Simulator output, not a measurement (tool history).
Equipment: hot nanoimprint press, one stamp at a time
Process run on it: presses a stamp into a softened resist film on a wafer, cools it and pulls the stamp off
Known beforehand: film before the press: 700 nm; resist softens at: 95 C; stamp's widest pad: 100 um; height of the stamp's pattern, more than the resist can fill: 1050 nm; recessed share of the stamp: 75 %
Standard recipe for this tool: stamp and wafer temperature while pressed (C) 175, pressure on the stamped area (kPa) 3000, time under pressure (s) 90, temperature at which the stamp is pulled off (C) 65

run,hour,stamp and wafer temperature while pressed (C),pressure on the stamped area (kPa),time under pressure (s),temperature at which the stamp is pulled off (C),resist left under the stamp's widest pad (nm),greatest force while the stamp is pulled off (N)
1,0.0,175,3000,90,65,383.1,313
# hour 10.6: stamp cleaned and given a new release coat
2,35.5,175,3000,90,65,382.8,224
3,69.6,175,3000,90,65,383.9,228
4,120.3,175,3000,90,65,381.1,240
5,156.5,175,3000,90,62,381.7,259
# hour 191.3: plate thermocouple calibrated
6,222.3,175,2750,90,62,407.7,270
7,283.9,175,2750,90,62,407.3,274
8,316.7,175,3000,90,65,392.1,274
9,363.2,175,3000,90,65,391.2,270
10,413.5,175,3000,90,65,392.5,288
11,483.2,175,3000,90,65,390.0,283
12,551.1,177,3000,176,64,295.7,297
13,590.1,179,2690,90,64,373.0,298
14,639.6,166,2690,126,50,446.4,415
15,699.3,166,2690,126,50,444.0,392
# hour 730.3: stamp cleaned and given a new release coat
16,773.7,184,2690,74,65,358.2,235
# hour 804.4: press's hydraulic seals changed and the load cell set to zero
17,826.0,168,4590,149,66,314.4,227
18,854.2,186,2670,78,66,330.5,232
19,912.6,182,2670,78,66,358.1,236

Forecast each of these 3 alternatives for the next run:
A,981.0,182,3250,78,66,?,?
B,981.0,175,3000,133,50,?,?
C,981.0,173,2820,90,50,?,?

run,resist left under the stamp's widest pad (nm),greatest force while the stamp is pulled off (N)
A,329.5,253
B,330.8,337
C,405.5,339
With no hidden state in the tool, these same runs would have given:
run,resist left under the stamp's widest pad (nm),greatest force while the stamp is pulled off (N)
A,339.1,231
B,341.6,306
C,417.3,307
